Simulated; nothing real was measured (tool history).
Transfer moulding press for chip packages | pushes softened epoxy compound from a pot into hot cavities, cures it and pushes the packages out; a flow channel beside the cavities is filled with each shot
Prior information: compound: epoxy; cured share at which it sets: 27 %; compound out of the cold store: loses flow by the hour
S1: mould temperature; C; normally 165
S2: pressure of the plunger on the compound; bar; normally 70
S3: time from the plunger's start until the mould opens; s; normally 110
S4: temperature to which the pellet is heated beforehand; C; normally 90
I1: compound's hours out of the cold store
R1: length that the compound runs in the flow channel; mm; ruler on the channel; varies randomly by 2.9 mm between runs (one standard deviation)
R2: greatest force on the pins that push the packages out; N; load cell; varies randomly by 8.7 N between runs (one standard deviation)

run	hour	S1	S2	S3	S4	I1	R1	R2
1	0	165	70	110	90	17.1	834	543
2	10	165	70	110	90	13.7	858	559
3	20.8	165	70	110	90	20.8	812	556
4	29.6	165	70	110	90	13.7	849	563
5	42.8	160	70	110	90	13.6	880	731
# hour 58.7: cavities cleaned with cleaning compound and waxed
6	60.9	160	70	122	90	21.5	829	750
7	79.9	160	70	122	90	18.6	840	739
8	90.1	168	70	122	90	36.9	710	615
9	107.5	165	52.5	110	90	44.7	585	657
10	117.8	165	52.5	110	90	30.6	647	647
11	130.7	165	70	142	90	24.4	788	630
12	142.2	169	68.6	110	95	36.3	694	588
13	156.1	159	81.3	110	90	33.1	811	869
14	169	159	81.3	110	90	47.6	727	835
# hour 174.6: cavities cleaned with cleaning compound and waxed, once more
15	178.8	162	70.4	125	90	11.8	861	411
16	196.4	169	65.8	128	87	10.3	812	413
17	204.4	172	82.5	110	82	23.6	816	411
# hour 216.5: plunger's sealing rings changed
18	218.3	172	70	110	91	34	740	436
19	236.1	165	77.6	122	83	36.2	802	489
20	246.1	165	65	122	83	39	712	483
21	256	165	65	122	83	34.5	735	498

Consider 3 possible next runs. They are alternatives, not a sequence: every one starts from the tool as it was left by run 21. What does each give?
A	267.1	165	70	122	90	9.8	?	?
B	267.1	163	64.3	108	90	32.4	?	?
C	267.1	158	65	122	83	35.8	?	?

run	R1	R2
A	909	498
B	750	587
C	760	643
Without the tool's hidden state the same runs would have given:
run	R1	R2
A	914	367
B	753	431
C	764	468
